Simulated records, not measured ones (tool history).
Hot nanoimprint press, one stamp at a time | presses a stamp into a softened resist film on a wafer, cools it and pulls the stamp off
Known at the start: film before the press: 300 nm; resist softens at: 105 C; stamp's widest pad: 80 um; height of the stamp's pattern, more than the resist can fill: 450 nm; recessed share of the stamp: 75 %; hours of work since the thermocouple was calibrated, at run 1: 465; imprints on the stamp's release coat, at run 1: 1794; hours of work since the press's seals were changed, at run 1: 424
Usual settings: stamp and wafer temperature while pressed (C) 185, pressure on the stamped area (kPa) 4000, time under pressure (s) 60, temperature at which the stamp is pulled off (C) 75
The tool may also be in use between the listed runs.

run   hour  stamp and wafer temperature while pressed (C)  pressure on the stamped area (kPa)  time under pressure (s)  temperature at which the stamp is pulled off (C)  hours of work since the thermocouple was calibrated  imprints on the stamp's release coat  hours of work since the press's seals were changed  resist left under the stamp's widest pad (nm)  greatest force while the stamp is pulled off (N)
  1      0                                            185                                4000                       60                                                75                                                  465                                  1794                                                 424                                          125.9                                               382
  2   16.3                                            185                                4000                       60                                                75                                                  474                                  1852                                                 432                                            127                                               379
  3   42.3                                            185                                2500                       60                                                75                                                  487                                  1945                                                 445                                          151.4                                               403
  4   72.2                                            185                                2500                       52                                                75                                                  502                                  2050                                                 460                                          158.8                                               397
  5   84.5                                            185                                2500                       52                                                75                                                  508                                  2094                                                 467                                          162.7                                               401
  6   97.1                                            185                                2500                       52                                                75                                                  515                                  2139                                                 473                                          161.6                                               406
     107.2  -- stamp cleaned and given a new release coat
     116.8  -- plate thermocouple calibrated
  7  123.9                                            179                                4000                       60                                                75                                                    4                                    49                                                 482                                          144.2                                               238
  8  138.6                                            185                                4000                       60                                                75                                                   11                                   101                                                 490                                          116.9                                               235
  9  159.3                                            185                                3060                       31                                                68                                                   22                                   175                                                 500                                          167.3                                               281
 10  188.6                                            185                                3060                       31                                                68                                                   36                                   279                                                 515                                          169.2                                               282
 11  210.8                                            185                                3060                       31                                                68                                                   48                                   358                                                 526                                          168.3                                               286
 12  225.7                                            185                                3060                       31                                                68                                                   55                                   410                                                 534                                          166.7                                               293
 13  251.3                                            185                                3060                       31                                                68                                                   68                                   501                                                 547                                          166.5                                               295
 14  272.5                                            185                                3060                       31                                                82                                                   79                                   577                                                 558                                          170.5                                               251
 15  295.6                                            185                                2710                       78                                                81                                                   91                                   658                                                 569                                          124.9                                               255
 16  308.2                                            177                                2930                       67                                                70                                                   97                                   703                                                 576                                          169.5                                               313

Hidden state or all else? Some run-to-run changes of resist left under the stamp's widest pad (nm), split into what the settings, what came in and random variation would give without the hidden state, and what is left for the hidden state (with any gauge scatter that isn't in both results):
The hidden state here: true temperature over the reading, C; pressure that arrives at the usual setting, %; grip of the stamp's worn release coat, % over a new coat's; drift of the gauge itself on residual_nm, %; drift of the gauge itself on pull_off_n, %.
Run 6 -> 7: stamp and wafer temperature while pressed (C) 185 -> 179, pressure on the stamped area (kPa) 2500 -> 4000, time under pressure (s) 52 -> 60, stamp cleaned and given a new release coat, plate thermocouple calibrated. resist left under the stamp's widest pad (nm) -17.4: hidden state -11, all else -6.4.
Run 8 -> 9: pressure on the stamped area (kPa) 4000 -> 3060, time under pressure (s) 60 -> 31, temperature at which the stamp is pulled off (C) 75 -> 68. resist left under the stamp's widest pad (nm) +50.4: hidden state +0.1, all else +50.3.
